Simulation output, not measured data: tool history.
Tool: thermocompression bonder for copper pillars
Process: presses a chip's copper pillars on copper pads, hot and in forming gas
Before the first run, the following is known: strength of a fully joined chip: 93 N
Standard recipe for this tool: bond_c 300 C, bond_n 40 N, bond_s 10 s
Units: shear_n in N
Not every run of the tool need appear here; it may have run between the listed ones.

run 1 hour=0.0 | bond_c=300 bond_n=40 bond_s=10 | shear_n=35.9
run 2 hour=26.6 | bond_c=300 bond_n=40 bond_s=14 | shear_n=40.9
run 3 hour=51.9 | bond_c=300 bond_n=40 bond_s=16 | shear_n=42.7
run 4 hour=69.1 | bond_c=300 bond_n=40 bond_s=10 | shear_n=35.8
run 5 hour=92.3 | bond_c=300 bond_n=40 bond_s=10 | shear_n=35.0
run 6 hour=105.1 | bond_c=300 bond_n=40 bond_s=10 | shear_n=35.2
run 7 hour=120.0 | bond_c=300 bond_n=40 bond_s=10 | shear_n=35.1
run 8 hour=137.8 | bond_c=300 bond_n=40 bond_s=10 | shear_n=35.1
-- hour=153.2 forming gas filter changed
run 9 hour=165.0 | bond_c=300 bond_n=40 bond_s=10 | shear_n=37.3
run 10 hour=183.3 | bond_c=300 bond_n=40 bond_s=10 | shear_n=36.9
run 11 hour=200.0 | bond_c=300 bond_n=40 bond_s=10 | shear_n=37.1
run 12 hour=224.4 | bond_c=300 bond_n=40 bond_s=10 | shear_n=37.1
run 13 hour=247.2 | bond_c=300 bond_n=40 bond_s=10 | shear_n=36.6
run 14 hour=258.3 | bond_c=300 bond_n=40 bond_s=10 | shear_n=36.7
run 15 hour=279.4 | bond_c=300 bond_n=40 bond_s=8 | shear_n=33.7
run 16 hour=294.6 | bond_c=321 bond_n=40 bond_s=10 | shear_n=45.0
run 17 hour=306.3 | bond_c=321 bond_n=40 bond_s=10 | shear_n=44.9
run 18 hour=324.6 | bond_c=321 bond_n=40 bond_s=10 | shear_n=44.5
-- hour=337.3 heater calibrated with a thermocouple chip
run 19 hour=349.2 | bond_c=321 bond_n=40 bond_s=10 | shear_n=46.3
run 20 hour=360.7 | bond_c=300 bond_n=33 bond_s=10 | shear_n=32.5
run 21 hour=371.6 | bond_c=300 bond_n=40 bond_s=16 | shear_n=44.8
run 22 hour=397.3 | bond_c=296 bond_n=53 bond_s=19 | shear_n=55.5
run 23 hour=422.7 | bond_c=313 bond_n=40 bond_s=6 | shear_n=35.3
run 24 hour=442.1 | bond_c=300 bond_n=27 bond_s=8 | shear_n=24.6
run 25 hour=460.4 | bond_c=300 bond_n=27 bond_s=8 | shear_n=24.4
run 26 hour=472.8 | bond_c=300 bond_n=27 bond_s=8 | shear_n=24.6
run 27 hour=495.9 | bond_c=325 bond_n=27 bond_s=7 | shear_n=30.1
run 28 hour=521.8 | bond_c=325 bond_n=27 bond_s=15 | shear_n=40.6
run 29 hour=541.0 | bond_c=325 bond_n=58 bond_s=15 | shear_n=65.8
run 30 hour=554.2 | bond_c=325 bond_n=57 bond_s=21 | shear_n=70.0
run 31 hour=566.8 | bond_c=325 bond_n=57 bond_s=21 | shear_n=70.2
run 32 hour=588.6 | bond_c=325 bond_n=57 bond_s=21 | shear_n=70.0
run 33 hour=610.9 | bond_c=313 bond_n=52 bond_s=13 | shear_n=54.5
run 34 hour=633.9 | bond_c=325 bond_n=51 bond_s=10 | shear_n=53.8
run 35 hour=649.2 | bond_c=325 bond_n=51 bond_s=10 | shear_n=54.2
run 36 hour=664.6 | bond_c=325 bond_n=51 bond_s=10 | shear_n=53.5
run 37 hour=677.2 | bond_c=326 bond_n=45 bond_s=16 | shear_n=57.7
run 38 hour=700.3 | bond_c=273 bond_n=40 bond_s=5 | shear_n=19.7
run 39 hour=719.7 | bond_c=317 bond_n=33 bond_s=5 | shear_n=27.8

Branching from run 39: 3 alternative next runs. What would each branch give?
run A hour=732.3 | bond_c=317 bond_n=59 bond_s=11 | shear_n=?
run B hour=732.3 | bond_c=271 bond_n=33 bond_s=5 | shear_n=?
run C hour=732.3 | bond_c=281 bond_n=40 bond_s=9 | shear_n=?

run=A shear_n=56.6
run=B shear_n=15.7
run=C shear_n=27.9
Stripped of hidden state, with their random variation kept, the same runs would have yielded:
run=A shear_n=59.2
run=B shear_n=16.5
run=C shear_n=29.1
